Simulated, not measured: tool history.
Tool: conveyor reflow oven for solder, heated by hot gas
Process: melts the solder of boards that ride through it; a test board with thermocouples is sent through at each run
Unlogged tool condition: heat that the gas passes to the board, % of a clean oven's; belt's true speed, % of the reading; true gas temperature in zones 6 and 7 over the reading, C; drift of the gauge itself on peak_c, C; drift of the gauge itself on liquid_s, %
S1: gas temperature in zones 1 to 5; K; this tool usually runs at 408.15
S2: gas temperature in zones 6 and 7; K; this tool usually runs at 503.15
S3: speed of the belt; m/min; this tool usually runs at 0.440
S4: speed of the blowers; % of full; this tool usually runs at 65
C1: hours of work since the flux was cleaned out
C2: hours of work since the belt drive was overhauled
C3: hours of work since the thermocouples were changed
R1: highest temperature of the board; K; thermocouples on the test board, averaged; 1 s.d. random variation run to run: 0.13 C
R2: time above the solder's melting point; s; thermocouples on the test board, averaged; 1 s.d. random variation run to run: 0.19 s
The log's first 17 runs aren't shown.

{"run": 18, "hour": 198.5, "S1": 413.15, "S2": 503.15, "S3": 0.368, "S4": 54, "C1": 202, "C2": 181, "C3": 273, "R1": 488.75, "R2": 72.6}
{"hour": 212.7, "done": "flux residue cleaned out of gas plates and filters"}
{"run": 19, "hour": 219.3, "S1": 410.15, "S2": 503.15, "S3": 0.44, "S4": 85, "C1": 4, "C2": 189, "C3": 281, "R1": 488.25, "R2": 59.4}
{"run": 20, "hour": 231.6, "S1": 410.15, "S2": 503.15, "S3": 0.44, "S4": 85, "C1": 10, "C2": 196, "C3": 288, "R1": 488.35, "R2": 59.6}
{"run": 21, "hour": 241.2, "S1": 410.15, "S2": 515.15, "S3": 0.502, "S4": 85, "C1": 15, "C2": 201, "C3": 293, "R1": 494.25, "R2": 55.2}
{"run": 22, "hour": 248.7, "S1": 408.15, "S2": 514.15, "S3": 0.44, "S4": 78, "C1": 19, "C2": 205, "C3": 297, "R1": 496.45, "R2": 64.3}
{"run": 23, "hour": 256.4, "S1": 408.15, "S2": 515.15, "S3": 0.44, "S4": 65, "C1": 23, "C2": 209, "C3": 301, "R1": 494.45, "R2": 63.1}
{"run": 24, "hour": 271.8, "S1": 408.15, "S2": 515.15, "S3": 0.44, "S4": 65, "C1": 32, "C2": 218, "C3": 309, "R1": 494.55, "R2": 62.9}
{"run": 25, "hour": 286.7, "S1": 408.15, "S2": 516.15, "S3": 0.44, "S4": 83, "C1": 40, "C2": 226, "C3": 317, "R1": 498.85, "R2": 66.0}
{"run": 26, "hour": 296.7, "S1": 408.15, "S2": 516.15, "S3": 0.44, "S4": 83, "C1": 45, "C2": 231, "C3": 323, "R1": 499.05, "R2": 66.1}
{"run": 27, "hour": 312.2, "S1": 403.15, "S2": 503.15, "S3": 0.44, "S4": 79, "C1": 53, "C2": 239, "C3": 331, "R1": 486.25, "R2": 55.0}
{"run": 28, "hour": 324.8, "S1": 408.15, "S2": 503.15, "S3": 0.44, "S4": 55, "C1": 60, "C2": 246, "C3": 338, "R1": 482.15, "R2": 51.2}
{"run": 29, "hour": 333.6, "S1": 408.15, "S2": 503.15, "S3": 0.44, "S4": 55, "C1": 65, "C2": 251, "C3": 343, "R1": 482.55, "R2": 51.2}
{"run": 30, "hour": 346.5, "S1": 420.15, "S2": 503.15, "S3": 0.44, "S4": 70, "C1": 72, "C2": 258, "C3": 350, "R1": 487.95, "R2": 62.5}

Each row is a separate what-if for the run after 30, all from the same tool condition, not one after another. Results?
{"run": "A", "hour": 353.8, "S1": 420.15, "S2": 513.15, "S3": 0.44, "S4": 58, "C1": 76, "C2": 262, "C3": 353, "R1": "?", "R2": "?"}
{"run": "B", "hour": 353.8, "S1": 396.15, "S2": 502.15, "S3": 0.464, "S4": 65, "C1": 76, "C2": 262, "C3": 353, "R1": "?", "R2": "?"}
{"run": "C", "hour": 353.8, "S1": 408.15, "S2": 509.15, "S3": 0.47, "S4": 57, "C1": 76, "C2": 262, "C3": 353, "R1": "?", "R2": "?"}
{"run": "D", "hour": 353.8, "S1": 410.15, "S2": 503.15, "S3": 0.352, "S4": 65, "C1": 76, "C2": 262, "C3": 353, "R1": "?", "R2": "?"}
{"run": "E", "hour": 353.8, "S1": 420.15, "S2": 509.15, "S3": 0.44, "S4": 70, "C1": 76, "C2": 262, "C3": 353, "R1": "?", "R2": "?"}

run=A R1=493.85 R2=66.8
run=B R1=479.65 R2=41.8
run=C R1=485.35 R2=50.7
run=D R1=491.55 R2=78.5
run=E R1=493.05 R2=66.4
Stripped of hidden state, with their random variation kept, the same runs would have yielded:
run=A R1=493.85 R2=66.8
run=B R1=479.65 R2=41.9
run=C R1=485.35 R2=50.7
run=D R1=491.55 R2=78.5
run=E R1=493.05 R2=66.4

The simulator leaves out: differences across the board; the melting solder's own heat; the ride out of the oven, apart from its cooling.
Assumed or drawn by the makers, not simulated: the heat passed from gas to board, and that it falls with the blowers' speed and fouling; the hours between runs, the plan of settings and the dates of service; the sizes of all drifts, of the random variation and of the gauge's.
